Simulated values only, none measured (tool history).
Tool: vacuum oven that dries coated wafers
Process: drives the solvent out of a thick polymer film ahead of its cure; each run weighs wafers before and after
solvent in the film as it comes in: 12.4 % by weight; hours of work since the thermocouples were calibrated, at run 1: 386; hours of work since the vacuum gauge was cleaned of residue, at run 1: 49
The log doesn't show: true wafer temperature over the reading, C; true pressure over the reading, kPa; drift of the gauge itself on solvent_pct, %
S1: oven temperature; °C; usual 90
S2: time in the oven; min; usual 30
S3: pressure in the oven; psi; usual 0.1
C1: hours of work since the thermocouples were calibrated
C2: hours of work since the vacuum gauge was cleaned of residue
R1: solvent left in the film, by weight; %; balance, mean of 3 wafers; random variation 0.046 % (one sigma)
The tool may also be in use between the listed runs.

| run | hour | S1 | S2 | S3 | C1 | C2 | R1 |
|---|---|---|---|---|---|---|---|
| 1 | 0.0 | 90 | 30 | 0.1 | 386 | 49 | 1.90 |
| 2 | 31.0 | 90 | 30 | 0.1 | 399 | 62 | 1.88 |
| 3 | 55.5 | 90 | 30 | 0.1 | 409 | 72 | 1.80 |
| 4 | 79.2 | 90 | 30 | 0.1 | 419 | 82 | 1.95 |
| 5 | 100.5 | 90 | 30 | 0.1 | 428 | 91 | 1.82 |
|  | 104.8 | vacuum gauge cleaned of residue and calibrated |
| 6 | 120.8 | 90 | 44 | 0.1 | 436 | 7 | 0.97 |
| 7 | 139.8 | 90 | 44 | 0.1 | 444 | 15 | 1.04 |
| 8 | 170.6 | 90 | 44 | 0.1 | 457 | 28 | 0.94 |

Run 9 comes next. What will it give?
|  | 178.5 | vacuum gauge cleaned of residue and calibrated, once more |
| 9 | 201.1 | 90 | 44 | 0.1 | 469 | 9 | ? |

Run 9 gave R1 1.02 %.
Without the tool's hidden state the same run would have given R1 0.95 %.
